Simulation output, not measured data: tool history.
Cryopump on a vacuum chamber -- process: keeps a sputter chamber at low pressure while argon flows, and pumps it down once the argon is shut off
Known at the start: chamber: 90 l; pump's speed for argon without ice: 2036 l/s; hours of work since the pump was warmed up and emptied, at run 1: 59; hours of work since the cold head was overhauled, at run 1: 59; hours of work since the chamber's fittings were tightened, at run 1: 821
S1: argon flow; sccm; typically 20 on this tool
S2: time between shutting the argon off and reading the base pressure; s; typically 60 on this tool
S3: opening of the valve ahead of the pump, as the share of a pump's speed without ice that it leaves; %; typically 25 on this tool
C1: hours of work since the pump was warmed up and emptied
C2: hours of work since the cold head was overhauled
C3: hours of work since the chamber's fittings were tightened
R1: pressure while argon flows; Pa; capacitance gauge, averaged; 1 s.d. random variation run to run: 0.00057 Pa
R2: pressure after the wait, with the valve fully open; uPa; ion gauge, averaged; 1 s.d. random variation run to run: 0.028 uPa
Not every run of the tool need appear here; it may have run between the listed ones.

run	hour	S1	S2	S3	C1	C2	C3	R1	R2
1	0	20	60	25	59	59	821	0.0667	2.41
2	29.1	20	60	25	74	74	835	0.0668	2.43
3	52.8	20	33	25	86	86	847	0.067	3.38
4	74.5	14	60	25	97	97	858	0.047	2.45
5	104.1	14	60	25	112	112	873	0.0472	2.47
6	123.5	14	60	25	122	122	883	0.0471	2.47
7	140.7	10	31	36	131	131	892	0.0236	3.48
8	162.1	22	285	28	142	142	903	0.0663	1.55
9	187.8	22	285	23	155	155	916	0.0798	1.62
10	214.3	22	285	23	168	168	929	0.0801	1.6
11	230.2	12	60	25	176	176	937	0.0399	2.53
12	252.5	12	60	25	187	187	949	0.0407	2.61

Branching from run 12: 3 alternative next runs. What would each branch give?
A	275.4	14	60	25	199	199	960	?	?
B	275.4	9	60	25	199	199	960	?	?
C	275.4	16	60	37	199	199	960	?	?

run	R1	R2
A	0.0468	2.6
B	0.0295	2.61
C	0.036	2.61
Take away the tool's hidden state, keep each run's random variation, and the runs would have read:
run	R1	R2
A	0.0458	1.32
B	0.0289	1.32
C	0.0349	1.34

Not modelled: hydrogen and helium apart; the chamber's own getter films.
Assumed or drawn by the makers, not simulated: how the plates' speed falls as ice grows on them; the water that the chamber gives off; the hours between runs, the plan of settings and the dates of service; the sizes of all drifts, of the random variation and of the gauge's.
